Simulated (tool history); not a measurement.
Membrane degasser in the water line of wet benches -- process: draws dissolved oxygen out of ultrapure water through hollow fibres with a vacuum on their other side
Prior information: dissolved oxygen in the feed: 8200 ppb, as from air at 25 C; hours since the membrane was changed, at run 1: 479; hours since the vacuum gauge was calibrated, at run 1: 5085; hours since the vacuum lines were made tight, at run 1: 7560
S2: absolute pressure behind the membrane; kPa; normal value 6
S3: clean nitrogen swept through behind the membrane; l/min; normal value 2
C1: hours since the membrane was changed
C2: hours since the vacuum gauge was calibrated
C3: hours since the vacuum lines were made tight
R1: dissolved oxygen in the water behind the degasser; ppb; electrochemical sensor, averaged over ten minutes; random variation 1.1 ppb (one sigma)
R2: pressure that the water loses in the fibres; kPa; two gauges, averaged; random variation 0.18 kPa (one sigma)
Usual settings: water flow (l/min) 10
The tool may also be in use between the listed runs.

Run 1, hour 0: usual settings; C1 479; C2 5085; C3 7560. Result: R1 109.7 ppb, R2 31.78 kPa.
Run 2, hour 45.4: usual settings; C1 525; C2 5130; C3 7606. Result: R1 108.2 ppb, R2 31.74 kPa.
Run 3, hour 96.6: usual settings; C1 576; C2 5181; C3 7657. Result: R1 109.3 ppb, R2 31.65 kPa.
Run 4, hour 141.6: usual settings but S3 0.9 l/min; C1 621; C2 5226; C3 7702. Result: R1 151.9 ppb, R2 31.83 kPa.
Run 5, hour 192.4: usual settings but S3 0.9 l/min; C1 672; C2 5277; C3 7753. Result: R1 153.1 ppb, R2 31.87 kPa.
Run 6, hour 253: usual settings but S3 0.9 l/min; C1 732; C2 5338; C3 7813. Result: R1 153.9 ppb, R2 31.65 kPa.
Run 7, hour 293.2: usual settings; C1 773; C2 5378; C3 7854. Result: R1 111.2 ppb, R2 31.62 kPa.
Run 8, hour 337.1: usual settings but S3 4.87 l/min; C1 817; C2 5422; C3 7898. Result: R1 87.1 ppb, R2 31.75 kPa.
Run 9, hour 364.1: usual settings but S2 7.48 kPa; C1 844; C2 5449; C3 7925. Result: R1 130.2 ppb, R2 31.58 kPa.
Run 10, hour 402.2: usual settings but water flow (l/min) 8, S2 7.48 kPa, S3 4.78 l/min; C1 882; C2 5487; C3 7963. Result: R1 50.9 ppb, R2 25.55 kPa.
Run 11, hour 438.3: usual settings but water flow (l/min) 9, S2 12.07 kPa, S3 1.1 l/min; C1 918; C2 5523; C3 7999. Result: R1 238.7 ppb, R2 29.09 kPa.
Run 12, hour 483.7: usual settings but water flow (l/min) 9, S2 12.07 kPa, S3 1.1 l/min; C1 963; C2 5568; C3 8044. Result: R1 234.7 ppb, R2 28.81 kPa.
Run 13, hour 535.3: usual settings but water flow (l/min) 9, S2 12.07 kPa, S3 1.1 l/min; C1 1015; C2 5620; C3 8096. Result: R1 238.7 ppb, R2 28.71 kPa.
Run 14, hour 589: usual settings but S2 6.04 kPa, S3 1.23 l/min; C1 1068; C2 5674; C3 8149. Result: R1 136.7 ppb, R2 32.22 kPa.
Run 15, hour 632: usual settings but S2 6.04 kPa, S3 1.23 l/min; C1 1111; C2 5717; C3 8192. Result: R1 132.8 ppb, R2 32.06 kPa.
Run 16, hour 669.7: usual settings but water flow (l/min) 14, S2 8.12 kPa, S3 2.33 l/min; C1 1149; C2 5754; C3 8230. Result: R1 272.4 ppb, R2 44.77 kPa.

Below are 5 alternative next runs, each starting from the tool's condition after run 16. Predict each:
Run A, hour 710.1: usual settings but S2 6.99 kPa, S3 4.32 l/min; C1 1189; C2 5795; C3 8271. Result: R1 ?, R2 ?.
Run B, hour 710.1: usual settings but S2 11.54 kPa, S3 1.15 l/min; C1 1189; C2 5795; C3 8271. Result: R1 ?, R2 ?.
Run C, hour 710.1: usual settings but water flow (l/min) 8, S3 1.25 l/min; C1 1189; C2 5795; C3 8271. Result: R1 ?, R2 ?.
Run D, hour 710.1: usual settings but water flow (l/min) 14, S2 8.12 kPa, S3 1.22 l/min; C1 1189; C2 5795; C3 8271. Result: R1 ?, R2 ?.
Run E, hour 710.1: usual settings but water flow (l/min) 7, S2 8.12 kPa, S3 1.19 l/min; C1 1189; C2 5795; C3 8271. Result: R1 ?, R2 ?.

run     R1     R2
  A   93.9  31.72
  B  256.4  31.86
  C   82.8  25.57
  D  328.8  44.77
  E  100.4  22.73
Take away the tool's hidden state, keep each run's random variation, and the runs would have read:
run     R1     R2
  A   87.6  31.45
  B    236   31.6
  C   72.4  25.36
  D  309.4   44.4
  E   87.4  22.55
